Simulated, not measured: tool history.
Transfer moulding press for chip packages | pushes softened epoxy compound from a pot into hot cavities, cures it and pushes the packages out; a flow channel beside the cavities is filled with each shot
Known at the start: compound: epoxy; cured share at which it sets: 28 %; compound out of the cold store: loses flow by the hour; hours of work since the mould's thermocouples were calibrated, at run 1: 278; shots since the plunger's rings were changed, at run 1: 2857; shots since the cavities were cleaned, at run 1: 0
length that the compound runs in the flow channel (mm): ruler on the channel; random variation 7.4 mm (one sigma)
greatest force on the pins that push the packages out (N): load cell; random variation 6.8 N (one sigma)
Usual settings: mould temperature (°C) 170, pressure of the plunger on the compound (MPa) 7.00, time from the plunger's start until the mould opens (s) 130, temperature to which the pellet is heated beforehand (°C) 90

run,day,mould temperature (°C),pressure of the plunger on the compound (MPa),time from the plunger's start until the mould opens (s),temperature to which the pellet is heated beforehand (°C),hours of work since the mould's thermocouples were calibrated,shots since the plunger's rings were changed,shots since the cavities were cleaned,incoming compound's hours out of the cold store,length that the compound runs in the flow channel (mm),greatest force on the pins that push the packages out (N)
1,0.000,170,7.00,130,90,278,2857,0,27.8,836,292
2,2.717,170,7.00,130,90,307,3270,413,27.9,842,433
# day 3.121: cavities cleaned with cleaning compound and waxed
3,5.204,170,7.00,130,90,333,3638,317,35.1,790,414
# day 6.138: cavities cleaned with cleaning compound and waxed
4,7.650,170,7.00,130,90,358,4000,230,28.2,811,404
# day 9.188: cavities cleaned with cleaning compound and waxed
5,10.738,170,7.00,130,99,390,4459,236,12.6,889,397
# day 12.383: cavities cleaned with cleaning compound and waxed
6,12.383,170,7.00,130,90,407,4699,0,43.0,739,285
# day 15.525: cavities cleaned with cleaning compound and waxed
7,15.804,170,7.00,130,90,443,5209,43,43.4,754,305
8,17.833,170,7.00,130,90,465,5517,351,37.9,771,412
# day 18.633: cavities cleaned with cleaning compound and waxed
# day 19.233: plunger's sealing rings changed
9,20.400,170,7.00,130,90,490,178,253,33.8,859,391
# day 21.783: cavities cleaned with cleaning compound and waxed
10,22.117,170,7.00,130,90,508,428,50,10.8,956,315
# day 25.012: cavities cleaned with cleaning compound and waxed
11,25.454,170,6.31,130,90,543,926,67,32.0,811,314
12,27.333,170,7.00,129,90,563,1211,352,43.6,828,407
# day 28.092: cavities cleaned with cleaning compound and waxed
13,31.004,170,7.00,129,90,601,1759,442,11.1,940,467
# day 31.375: cavities cleaned with cleaning compound and waxed
14,33.521,170,7.00,129,90,627,2131,326,29.6,847,438
# day 34.558: cavities cleaned with cleaning compound and waxed
15,36.600,174,7.00,130,93,659,2589,310,30.9,823,378
# day 37.612: cavities cleaned with cleaning compound and waxed
16,38.154,174,7.00,130,93,675,2816,82,14.5,896,307
17,39.825,177,7.55,131,93,693,3070,336,22.3,882,366
# day 40.796: cavities cleaned with cleaning compound and waxed
18,42.621,163,7.97,130,90,722,3484,276,28.2,905,632
# day 43.625: mould's thermocouples calibrated
# day 43.925: cavities cleaned with cleaning compound and waxed
19,45.492,163,8.39,130,90,19,3898,238,26.7,938,535
# day 47.050: cavities cleaned with cleaning compound and waxed
20,47.504,170,6.64,111,90,40,4194,69,36.4,768,385
21,49.017,176,7.00,130,95,56,4424,299,38.6,753,351
# day 50.208: cavities cleaned with cleaning compound and waxed
22,52.350,176,7.00,137,85,91,4920,325,41.7,751,355
# day 53.250: cavities cleaned with cleaning compound and waxed
23,54.083,176,7.00,137,85,109,5174,127,44.6,729,296

Forecast run 24:
# day 56.371: cavities cleaned with cleaning compound and waxed
24,56.517,176,7.00,137,85,134,5534,22,21.3,?,?

length that the compound runs in the flow channel (mm): 820
greatest force on the pins that push the packages out (N): 256
Without the tool's hidden state the same run would have given length that the compound runs in the flow channel (mm) 911, greatest force on the pins that push the packages out (N) 245.
